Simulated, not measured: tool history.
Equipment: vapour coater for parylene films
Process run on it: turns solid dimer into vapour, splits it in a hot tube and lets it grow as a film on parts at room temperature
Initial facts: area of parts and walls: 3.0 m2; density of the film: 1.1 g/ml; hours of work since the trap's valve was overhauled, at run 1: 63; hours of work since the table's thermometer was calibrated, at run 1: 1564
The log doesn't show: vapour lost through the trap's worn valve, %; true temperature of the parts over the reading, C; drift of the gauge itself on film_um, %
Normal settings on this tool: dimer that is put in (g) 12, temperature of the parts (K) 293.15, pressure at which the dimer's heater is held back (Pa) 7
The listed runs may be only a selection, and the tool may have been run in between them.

run   hour  dimer that is put in (g)  temperature of the parts (K)  pressure at which the dimer's heater is held back (Pa)  hours of work since the trap's valve was overhauled  hours of work since the table's thermometer was calibrated  thickness of the film (um)
  1      0                        12                        293.15                                                       7                                                   63                                                        1564                        2.25
  2   56.4                        12                        293.15                                                    4.36                                                  109                                                        1609                        2.35
  3  133.8                        12                        293.15                                                    4.36                                                  172                                                        1672                        2.31
  4  180.4                        12                        293.15                                                    4.36                                                  209                                                        1710                        2.28
  5  257.7                        12                        293.15                                                    4.36                                                  272                                                        1773                        2.17
  6  330.8                        12                        293.15                                                    4.36                                                  332                                                        1832                        2.14
     367.9  -- trap's valve overhauled
  7  399.3                        12                        293.15                                                    4.36                                                   26                                                        1885                        2.44
  8  440.7                        10                        295.15                                                    4.11                                                   59                                                        1918                        1.92

For run 9, what comes out?
  9  496.3                        10                        290.15                                                       7                                                  104                                                        1963                           ?

{"run 9": {"thickness of the film (um)": 1.95}}
Were there no unlogged condition in the tool, this run, its random variation unchanged, would have produced thickness of the film (um) 2.07.
